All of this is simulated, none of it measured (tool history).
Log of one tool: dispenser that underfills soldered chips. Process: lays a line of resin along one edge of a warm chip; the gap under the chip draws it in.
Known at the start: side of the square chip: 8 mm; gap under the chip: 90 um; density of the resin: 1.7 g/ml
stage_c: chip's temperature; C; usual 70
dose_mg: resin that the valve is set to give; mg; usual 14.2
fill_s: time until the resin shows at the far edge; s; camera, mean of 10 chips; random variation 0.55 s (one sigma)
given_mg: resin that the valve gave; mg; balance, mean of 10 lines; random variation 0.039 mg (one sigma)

Run 1, hour 0: usual settings. Result: fill_s 48.2 s, given_mg 13.96 mg.
Run 2, hour 2: usual settings. Result: fill_s 52.5 s, given_mg 13.99 mg.
Run 3, hour 5.8: usual settings but dose_mg 14 mg. Result: fill_s 60.2 s, given_mg 13.71 mg.
Run 4, hour 7.8: usual settings but dose_mg 14 mg. Result: fill_s 64.3 s, given_mg 13.87 mg.
Run 5, hour 11.2: usual settings but dose_mg 14 mg. Result: fill_s 73.1 s, given_mg 13.8 mg.
At hour 13: new syringe of resin.
Run 6, hour 15.9: usual settings. Result: fill_s 50.5 s, given_mg 13.89 mg.
Run 7, hour 18.3: usual settings. Result: fill_s 55.8 s, given_mg 13.95 mg.
Run 8, hour 22.5: usual settings. Result: fill_s 66.1 s, given_mg 13.93 mg.
Run 9, hour 25.6: usual settings but dose_mg 17.3 mg. Result: fill_s 73 s, given_mg 16.93 mg.
At hour 26.6: new syringe of resin.
Run 10, hour 29: usual settings but stage_c 76 C, dose_mg 17.3 mg. Result: fill_s 40.7 s, given_mg 16.82 mg.
Run 11, hour 30.9: usual settings but stage_c 76 C, dose_mg 17.3 mg. Result: fill_s 43.7 s, given_mg 16.86 mg.
Run 12, hour 33.7: usual settings but stage_c 76 C, dose_mg 17.3 mg. Result: fill_s 49.4 s, given_mg 16.92 mg.
Run 13, hour 35.9: usual settings but stage_c 76 C, dose_mg 17.3 mg. Result: fill_s 52.5 s, given_mg 16.83 mg.
At hour 39.9: new syringe of resin.
Run 14, hour 40.9: usual settings but stage_c 76 C, dose_mg 17.3 mg. Result: fill_s 36.8 s, given_mg 16.81 mg.
Run 15, hour 44.9: usual settings. Result: fill_s 56 s, given_mg 13.76 mg.
Run 16, hour 47.3: usual settings but dose_mg 17.9 mg. Result: fill_s 58.8 s, given_mg 17.33 mg.
Run 17, hour 51.7: usual settings but dose_mg 17.9 mg. Result: fill_s 69.6 s, given_mg 17.33 mg.
At hour 53.5: new syringe of resin.
Run 18, hour 54.6: usual settings but dose_mg 17.9 mg. Result: fill_s 48.5 s, given_mg 17.23 mg.
Run 19, hour 57.5: usual settings but stage_c 82 C, dose_mg 17.8 mg. Result: fill_s 34.2 s, given_mg 17.19 mg.
Run 20, hour 62.1: usual settings but stage_c 78 C, dose_mg 16.7 mg. Result: fill_s 46.6 s, given_mg 16.05 mg.
Run 21, hour 66.2: usual settings but stage_c 58 C, dose_mg 13.9 mg. Result: fill_s 122 s, given_mg 13.41 mg.
At hour 67: new syringe of resin.
Run 22, hour 69: usual settings but stage_c 60 C, dose_mg 16.9 mg. Result: fill_s 72.9 s, given_mg 16.26 mg.
Run 23, hour 73.5: usual settings but stage_c 78 C, dose_mg 18.3 mg. Result: fill_s 43.3 s, given_mg 17.64 mg.
Run 24, hour 76.2: usual settings but stage_c 62 C, dose_mg 14.1 mg. Result: fill_s 91.1 s, given_mg 13.58 mg.
Run 25, hour 79: usual settings but stage_c 62 C, dose_mg 13.1 mg. Result: fill_s 105.1 s, given_mg 12.52 mg.
At hour 80.6: new syringe of resin.
Run 26, hour 81.5: usual settings but stage_c 82 C, dose_mg 12.2 mg. Result: fill_s 33.8 s, given_mg 11.66 mg.
Run 27, hour 84: usual settings but stage_c 82 C, dose_mg 12.2 mg. Result: fill_s 36.7 s, given_mg 11.64 mg.
Run 28, hour 87.3: usual settings but stage_c 56 C, dose_mg 13.6 mg. Result: fill_s 110.2 s, given_mg 12.96 mg.
Run 29, hour 89.6: usual settings but stage_c 77 C, dose_mg 13.5 mg. Result: fill_s 51.9 s, given_mg 12.88 mg.
At hour 93.9: new syringe of resin.
Run 30, hour 93.9: usual settings but stage_c 81 C, dose_mg 12.3 mg. Result: fill_s 33.1 s, given_mg 11.74 mg.
Run 31, hour 97.8: usual settings but stage_c 77 C, dose_mg 13.1 mg. Result: fill_s 43.6 s, given_mg 12.39 mg.
Run 32, hour 100.1: usual settings but stage_c 77 C, dose_mg 13.1 mg. Result: fill_s 47.7 s, given_mg 12.4 mg.
Run 33, hour 103.6: usual settings but stage_c 84 C. Result: fill_s 41.6 s, given_mg 13.47 mg.
At hour 107.4: new syringe of resin.
Run 34, hour 108.2: usual settings but stage_c 77 C, dose_mg 16.9 mg. Result: fill_s 36.7 s, given_mg 16.02 mg.
Run 35, hour 112.7: usual settings but stage_c 77 C, dose_mg 16.9 mg. Result: fill_s 42.6 s, given_mg 16.06 mg.
Run 36, hour 115.6: usual settings but dose_mg 12.7 mg. Result: fill_s 67.3 s, given_mg 12.01 mg.

Forecast each of these 3 alternatives for the next run:
At hour 117.8: dispensing valve cleaned and set on the balance.
Run A, hour 121: usual settings but stage_c 73 C, dose_mg 12.7 mg. Result: fill_s ?, given_mg ?.
At hour 117.8: dispensing valve cleaned and set on the balance.
Run B, hour 121: usual settings but stage_c 67 C, dose_mg 12.8 mg. Result: fill_s ?, given_mg ?.
At hour 117.8: dispensing valve cleaned and set on the balance.
Run C, hour 121: usual settings but stage_c 76 C, dose_mg 15.9 mg. Result: fill_s ?, given_mg ?.

run  fill_s  given_mg
  A    68.7      12.7
  B    86.2     12.77
  C    58.4     15.87
Without the tool's hidden state the same runs would have given:
run  fill_s  given_mg
  A    41.7     12.71
  B    52.2     12.77
  C    35.3     15.87
